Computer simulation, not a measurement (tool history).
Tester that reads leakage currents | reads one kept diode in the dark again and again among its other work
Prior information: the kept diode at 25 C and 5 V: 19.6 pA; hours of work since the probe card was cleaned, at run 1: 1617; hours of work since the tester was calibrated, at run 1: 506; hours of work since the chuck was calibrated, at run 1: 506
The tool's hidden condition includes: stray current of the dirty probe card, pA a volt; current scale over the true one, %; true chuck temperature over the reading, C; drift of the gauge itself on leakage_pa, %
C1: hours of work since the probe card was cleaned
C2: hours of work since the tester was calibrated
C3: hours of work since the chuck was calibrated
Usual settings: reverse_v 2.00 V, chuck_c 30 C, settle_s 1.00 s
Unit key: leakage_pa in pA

run 1 hour=0.0 | reverse_v=2.00 chuck_c=30 settle_s=1.00 | C1=1617 C2=506 C3=506 | leakage_pa=18.84
run 2 hour=36.0 | reverse_v=2.00 chuck_c=38 settle_s=1.00 | C1=1633 C2=523 C3=523 | leakage_pa=32.49
run 3 hour=125.7 | reverse_v=2.00 chuck_c=38 settle_s=1.00 | C1=1675 C2=564 C3=564 | leakage_pa=32.14
run 4 hour=177.3 | reverse_v=2.00 chuck_c=30 settle_s=0.44 | C1=1699 C2=588 C3=588 | leakage_pa=18.96
run 5 hour=235.3 | reverse_v=2.00 chuck_c=29 settle_s=0.44 | C1=1726 C2=615 C3=615 | leakage_pa=17.60
run 6 hour=320.5 | reverse_v=2.00 chuck_c=59 settle_s=1.00 | C1=1766 C2=655 C3=655 | leakage_pa=117.58
run 7 hour=390.4 | reverse_v=2.00 chuck_c=59 settle_s=1.00 | C1=1798 C2=688 C3=688 | leakage_pa=118.94
run 8 hour=436.5 | reverse_v=2.00 chuck_c=59 settle_s=1.00 | C1=1820 C2=709 C3=709 | leakage_pa=117.97
run 9 hour=489.4 | reverse_v=2.00 chuck_c=59 settle_s=1.00 | C1=1844 C2=734 C3=734 | leakage_pa=117.86
run 10 hour=555.2 | reverse_v=1.20 chuck_c=40 settle_s=1.00 | C1=1875 C2=764 C3=764 | leakage_pa=29.09
run 11 hour=592.9 | reverse_v=9.47 chuck_c=36 settle_s=1.00 | C1=1893 C2=782 C3=782 | leakage_pa=55.20
-- hour=600.9 probe card cleaned and baked
run 12 hour=659.5 | reverse_v=2.70 chuck_c=36 settle_s=1.00 | C1=27 C2=811 C3=811 | leakage_pa=31.47
run 13 hour=696.4 | reverse_v=2.03 chuck_c=30 settle_s=1.26 | C1=44 C2=829 C3=829 | leakage_pa=18.62
run 14 hour=775.8 | reverse_v=2.03 chuck_c=30 settle_s=1.26 | C1=81 C2=866 C3=866 | leakage_pa=18.48
run 15 hour=854.9 | reverse_v=6.95 chuck_c=35 settle_s=2.08 | C1=118 C2=902 C3=902 | leakage_pa=44.77
-- hour=874.2 probe card cleaned and baked, once more
run 16 hour=909.9 | reverse_v=1.73 chuck_c=23 settle_s=1.00 | C1=17 C2=927 C3=927 | leakage_pa=10.12
run 17 hour=982.7 | reverse_v=1.73 chuck_c=23 settle_s=1.00 | C1=50 C2=960 C3=960 | leakage_pa=9.99

What will run 18 give?
run 18 hour=1043.3 | reverse_v=7.96 chuck_c=30 settle_s=0.47 | C1=79 C2=989 C3=989 | leakage_pa=?

leakage_pa: 32.72 pA
Were there no unlogged condition in the tool, this run, its random variation unchanged, would have produced leakage_pa 35.63 pA.

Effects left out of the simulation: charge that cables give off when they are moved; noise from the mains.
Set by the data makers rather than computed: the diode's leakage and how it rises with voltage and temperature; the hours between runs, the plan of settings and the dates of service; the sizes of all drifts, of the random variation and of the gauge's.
